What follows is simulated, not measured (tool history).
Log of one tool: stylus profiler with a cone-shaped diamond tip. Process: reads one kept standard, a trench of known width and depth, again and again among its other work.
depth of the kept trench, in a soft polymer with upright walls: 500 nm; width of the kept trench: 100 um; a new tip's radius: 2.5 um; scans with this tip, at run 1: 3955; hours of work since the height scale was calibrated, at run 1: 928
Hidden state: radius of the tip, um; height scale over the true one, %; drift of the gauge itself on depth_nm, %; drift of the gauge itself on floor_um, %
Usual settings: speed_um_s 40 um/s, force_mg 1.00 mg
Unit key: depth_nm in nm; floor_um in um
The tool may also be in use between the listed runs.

run	day	speed_um_s	force_mg	scans with this tip	hours of work since the height scale was calibrated	depth_nm	floor_um
1	0.000	40	1.00	3955	928	500.39	96.44
2	3.979	40	1.00	4157	975	500.56	96.42
3	8.038	40	1.00	4363	1023	500.85	96.44
4	10.496	23	1.00	4488	1053	500.43	96.46
5	14.125	23	1.00	4673	1096	500.36	96.45
6	16.875	23	1.00	4812	1129	500.33	96.47
7	19.988	23	0.66	4970	1166	499.54	96.37
8	22.758	23	0.66	5111	1199	499.56	96.39
9	24.629	23	0.66	5206	1221	499.76	96.40
10	27.183	23	0.66	5336	1251	499.73	96.37
11	31.125	12	0.66	5536	1298	499.53	96.41
12	34.096	12	0.66	5687	1334	499.73	96.48
13	36.492	12	0.66	5809	1362	499.54	96.38
14	39.867	27	2.65	5980	1403	501.82	96.40
15	42.138	27	1.01	6096	1430	499.73	96.29
16	44.329	18	0.63	6207	1456	499.35	96.29
17	46.821	85	0.41	6333	1485	498.81	95.91
18	50.296	85	0.41	6510	1527	498.82	95.87

4 ways to go on from here, each from the tool as it stands after run 18. What would each give?
A	53.242	24	0.65	6660	1562	?	?
B	53.242	11	1.58	6660	1562	?	?
C	53.242	18	0.97	6660	1562	?	?
D	53.242	12	1.00	6660	1562	?	?

run	depth_nm	floor_um
A	499.08	96.26
B	500.35	96.30
C	499.40	96.31
D	499.57	96.31
Stripped of hidden state, with their random variation kept, the same runs would have yielded:
run	depth_nm	floor_um
A	501.70	96.89
B	502.98	96.94
C	502.03	96.95
D	502.19	96.95
